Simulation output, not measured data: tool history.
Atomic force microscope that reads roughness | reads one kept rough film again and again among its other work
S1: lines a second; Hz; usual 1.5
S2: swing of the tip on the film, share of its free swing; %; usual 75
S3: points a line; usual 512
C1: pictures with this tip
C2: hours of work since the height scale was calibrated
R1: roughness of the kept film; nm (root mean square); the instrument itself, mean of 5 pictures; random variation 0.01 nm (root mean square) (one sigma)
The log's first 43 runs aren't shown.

run   hour    S1  S2   S3  C1   C2     R1
     291.8  -- new tip fitted
 44  295.6  0.53  83  469   5  186  2.369
 45  304.6  2.18  64  856  16  190   2.29
 46  308.8  2.18  74  471  22  192   2.17
 47    317  2.18  74  471  32  195  2.152
 48  322.7  2.18  74  471  40  198  2.126
 49  328.7   1.5  63  512  48  201  2.212
 50  333.5  3.88  58  512  54  203  2.131
 51  342.5   1.5  75  801  65  207  2.092
 52  349.1  1.47  67  526  74  210  2.095
 53  358.3  0.59  82  476  86  215  2.066

4 ways to go on from here, each from the tool as it stands after run 53. What would each give?
  A  364.2  1.5  75  805  93  217   ?
  B  364.2  1.5  61  979  93  217   ?
  C  364.2  1.5  84  512  93  217   ?
  D  364.2  1.5  65  289  93  217   ?

run     R1
  A   1.99
  B  2.079
  C  1.928
  D  2.012
Without the tool's hidden state the same runs would have given:
run     R1
  A  2.348
  B  2.453
  C  2.275
  D  2.374
